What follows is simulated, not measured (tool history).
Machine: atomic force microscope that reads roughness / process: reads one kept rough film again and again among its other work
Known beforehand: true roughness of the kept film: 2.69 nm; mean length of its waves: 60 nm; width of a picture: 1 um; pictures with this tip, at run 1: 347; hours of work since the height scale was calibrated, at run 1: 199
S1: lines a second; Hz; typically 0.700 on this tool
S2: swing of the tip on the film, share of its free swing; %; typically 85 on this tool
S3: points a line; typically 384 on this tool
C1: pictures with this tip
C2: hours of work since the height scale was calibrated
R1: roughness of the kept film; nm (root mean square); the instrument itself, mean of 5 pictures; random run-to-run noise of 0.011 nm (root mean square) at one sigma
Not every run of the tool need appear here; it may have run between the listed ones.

run,hour,S1,S2,S3,C1,C2,R1
1,0.0,0.700,85,384,347,199,2.409
2,16.2,0.506,85,384,375,211,2.424
# hour 18.0: new tip fitted
3,25.4,0.506,85,384,13,218,2.553
4,41.1,0.506,85,384,40,229,2.536
5,49.6,0.506,85,384,55,236,2.542
6,66.1,0.700,72,384,84,248,2.535
7,80.4,0.700,85,407,108,259,2.489
8,90.4,0.700,85,407,126,267,2.492
9,106.5,0.700,85,384,153,279,2.485
10,114.0,0.700,85,384,166,285,2.473
11,127.3,0.700,74,384,189,295,2.505
12,144.3,0.700,74,384,219,308,2.494
13,156.7,0.700,74,679,240,317,2.490
14,172.7,0.700,74,679,268,329,2.481
15,190.7,0.700,74,679,299,343,2.472
16,207.4,0.700,59,679,328,356,2.463
17,219.8,0.700,59,679,349,365,2.503
18,233.0,0.700,59,679,372,375,2.487
# hour 236.3: new tip fitted
19,244.0,0.700,59,679,13,383,2.615
20,256.9,0.700,59,679,35,393,2.594
21,265.3,0.887,85,384,50,399,2.491
22,280.6,0.700,85,533,76,411,2.523
23,294.2,1.081,66,533,100,421,2.545
24,310.3,3.050,81,276,128,433,2.235
25,318.3,0.700,78,384,142,439,2.523
26,336.8,0.870,73,877,174,453,2.513
27,349.2,0.870,72,412,195,463,2.496
28,363.7,0.870,72,412,220,474,2.496
29,376.4,0.621,85,464,242,484,2.472
30,386.7,2.735,57,393,260,491,2.451
31,396.2,2.083,57,446,276,499,2.461
32,409.9,1.219,57,308,300,509,2.491
33,421.4,1.219,57,308,320,518,2.487
34,432.8,1.759,58,430,340,526,2.452
35,440.6,0.838,84,384,353,532,2.398
# hour 455.6: new tip fitted
36,459.0,0.838,84,384,6,546,2.505
37,468.5,1.055,56,501,22,553,2.588
38,477.3,1.055,56,501,38,560,2.611
39,486.9,1.055,56,501,54,567,2.591
40,505.0,1.193,64,977,86,581,2.554
41,516.3,1.091,60,366,105,589,2.542
42,533.5,1.091,60,366,135,602,2.560

Consider 4 possible next runs. They are alternatives, not a sequence: every one starts from the tool as it was left by run 42. What does each give?
A,547.4,0.588,56,276,159,613,?
B,547.4,2.015,60,367,159,613,?
C,547.4,1.943,80,366,159,613,?
D,547.4,2.879,85,384,159,613,?

run,R1
A,2.572
B,2.501
C,2.375
D,2.207
What these runs would have given with no unlogged condition in the tool:
run,R1
A,2.615
B,2.543
C,2.415
D,2.245
